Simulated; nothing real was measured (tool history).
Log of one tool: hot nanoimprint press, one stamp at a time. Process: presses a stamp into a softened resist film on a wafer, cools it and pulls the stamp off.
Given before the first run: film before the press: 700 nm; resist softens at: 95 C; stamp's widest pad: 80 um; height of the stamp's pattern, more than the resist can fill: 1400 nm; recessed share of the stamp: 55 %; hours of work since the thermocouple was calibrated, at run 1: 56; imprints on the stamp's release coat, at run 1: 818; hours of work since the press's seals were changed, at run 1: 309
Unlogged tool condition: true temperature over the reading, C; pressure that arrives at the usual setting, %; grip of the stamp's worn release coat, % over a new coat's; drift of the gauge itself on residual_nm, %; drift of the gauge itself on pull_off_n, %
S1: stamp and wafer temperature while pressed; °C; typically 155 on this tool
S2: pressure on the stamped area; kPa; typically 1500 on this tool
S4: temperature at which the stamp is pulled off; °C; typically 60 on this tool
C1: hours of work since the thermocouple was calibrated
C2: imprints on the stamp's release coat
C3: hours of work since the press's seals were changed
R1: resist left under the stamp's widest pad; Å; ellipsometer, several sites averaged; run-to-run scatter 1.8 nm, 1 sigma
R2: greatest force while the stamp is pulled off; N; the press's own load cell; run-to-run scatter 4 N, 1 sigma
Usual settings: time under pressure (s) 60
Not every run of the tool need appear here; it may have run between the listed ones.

Run 1, hour 0.0: usual settings; C1 56; C2 818; C3 309. Result: R1 2930 Å, R2 252 N.
Run 2, hour 13.2: usual settings; C1 65; C2 859; C3 319. Result: R1 2890 Å, R2 257 N.
Run 3, hour 20.8: usual settings; C1 71; C2 883; C3 324. Result: R1 2863 Å, R2 259 N.
Run 4, hour 34.7: usual settings; C1 81; C2 927; C3 334. Result: R1 2905 Å, R2 250 N.
Run 5, hour 47.6: usual settings; C1 91; C2 968; C3 344. Result: R1 2888 Å, R2 247 N.
Run 6, hour 54.9: usual settings but time under pressure (s) 54; C1 96; C2 991; C3 349. Result: R1 3011 Å, R2 257 N.
Run 7, hour 68.8: usual settings; C1 106; C2 1035; C3 359. Result: R1 2848 Å, R2 261 N.
Run 8, hour 80.2: usual settings but S1 153 °C; C1 115; C2 1071; C3 368. Result: R1 3158 Å, R2 271 N.
Run 9, hour 91.5: usual settings but S2 1900 kPa; C1 123; C2 1107; C3 376. Result: R1 2577 Å, R2 256 N.
Run 10, hour 103.5: usual settings but S2 1660 kPa; C1 132; C2 1145; C3 385. Result: R1 2718 Å, R2 276 N.
Run 11, hour 118.1: usual settings but S4 50 °C; C1 143; C2 1191; C3 396. Result: R1 2871 Å, R2 314 N.
Run 12, hour 128.3: usual settings; C1 150; C2 1223; C3 403. Result: R1 2865 Å, R2 265 N.
Run 13, hour 142.5: usual settings but S4 57 °C; C1 161; C2 1268; C3 414. Result: R1 2816 Å, R2 288 N.
Run 14, hour 152.1: usual settings but S1 160 °C, S4 57 °C; C1 168; C2 1298; C3 421. Result: R1 2230 Å, R2 293 N.
Run 15, hour 161.0: usual settings but S1 160 °C, S4 57 °C; C1 174; C2 1326; C3 427. Result: R1 2247 Å, R2 303 N.
Run 16, hour 177.6: usual settings but S1 160 °C, S4 57 °C; C1 186; C2 1378; C3 439. Result: R1 2208 Å, R2 310 N.
Run 17, hour 186.8: usual settings but S1 158 °C, S4 57 °C; C1 193; C2 1408; C3 446. Result: R1 2432 Å, R2 308 N.
Run 18, hour 197.9: usual settings but S1 158 °C, time under pressure (s) 55, S4 58 °C; C1 201; C2 1443; C3 454. Result: R1 2543 Å, R2 306 N.
Run 19, hour 205.7: usual settings but S1 158 °C, S2 1020 kPa, time under pressure (s) 64, S4 58 °C; C1 207; C2 1467; C3 460. Result: R1 2819 Å, R2 308 N.
At hour 210.1: plate thermocouple calibrated.
At hour 226.5: stamp cleaned and given a new release coat.
Run 20, hour 229.9: usual settings but S1 158 °C, S2 1020 kPa, time under pressure (s) 64, S4 58 °C; C1 10; C2 10; C3 471. Result: R1 2815 Å, R2 198 N.
Run 21, hour 246.0: usual settings but S1 166 °C, time under pressure (s) 44, S4 64 °C; C1 22; C2 61; C3 483. Result: R1 1876 Å, R2 185 N.
Run 22, hour 258.9: usual settings but time under pressure (s) 51, S4 48 °C; C1 31; C2 102; C3 493. Result: R1 2979 Å, R2 234 N.
Run 23, hour 273.1: usual settings but time under pressure (s) 51, S4 48 °C; C1 42; C2 147; C3 503. Result: R1 2976 Å, R2 230 N.
Run 24, hour 285.7: usual settings but time under pressure (s) 51, S4 48 °C; C1 51; C2 187; C3 512. Result: R1 2967 Å, R2 244 N.
At hour 289.4: plate thermocouple calibrated, once more.
Run 25, hour 296.9: usual settings but S2 1920 kPa, S4 55 °C; C1 5; C2 212; C3 518. Result: R1 2610 Å, R2 227 N.
Run 26, hour 308.8: usual settings but S2 1560 kPa, time under pressure (s) 73, S4 55 °C; C1 14; C2 250; C3 527. Result: R1 2630 Å, R2 227 N.
Run 27, hour 319.2: usual settings but S2 1560 kPa, time under pressure (s) 73, S4 55 °C; C1 22; C2 283; C3 535. Result: R1 2640 Å, R2 229 N.
Run 28, hour 333.9: usual settings but S1 161 °C, S2 1100 kPa, time under pressure (s) 81, S4 55 °C; C1 33; C2 329; C3 546. Result: R1 2196 Å, R2 228 N.
Run 29, hour 345.5: usual settings but S1 161 °C, S2 1100 kPa, time under pressure (s) 81, S4 55 °C; C1 41; C2 366; C3 554. Result: R1 2210 Å, R2 233 N.
Run 30, hour 361.4: usual settings but S2 1490 kPa, time under pressure (s) 48; C1 53; C2 416; C3 566. Result: R1 3159 Å, R2 227 N.

Hidden state at the last listed run before each entry between runs and at the first one after, where it differs:
In the gap between runs 19 and 20: plate thermocouple calibrated (hour 210.1); stamp cleaned and given a new release coat (hour 226.5)
  true temperature over the reading, C: 0.64 -> 0.84; pressure that arrives at the usual setting, %: 97.54 -> 97.48; grip of the stamp's worn release coat, % over a new coat's: 52.6 -> 0.3
  what was measured, less what the result would be without the hidden state, R1: -63 -> -90 Å; R2: +103 -> -2 N
In the gap between runs 24 and 25: plate thermocouple calibrated, once more (hour 289.4)
  true temperature over the reading, C: 0.99 -> -0.04; pressure that arrives at the usual setting, %: 97.26 -> 97.23; grip of the stamp's worn release coat, % over a new coat's: 6.1 -> 7
  what was measured, less what the result would be without the hidden state, R1: -105 -> +49 Å; R2: +11 -> +15 N

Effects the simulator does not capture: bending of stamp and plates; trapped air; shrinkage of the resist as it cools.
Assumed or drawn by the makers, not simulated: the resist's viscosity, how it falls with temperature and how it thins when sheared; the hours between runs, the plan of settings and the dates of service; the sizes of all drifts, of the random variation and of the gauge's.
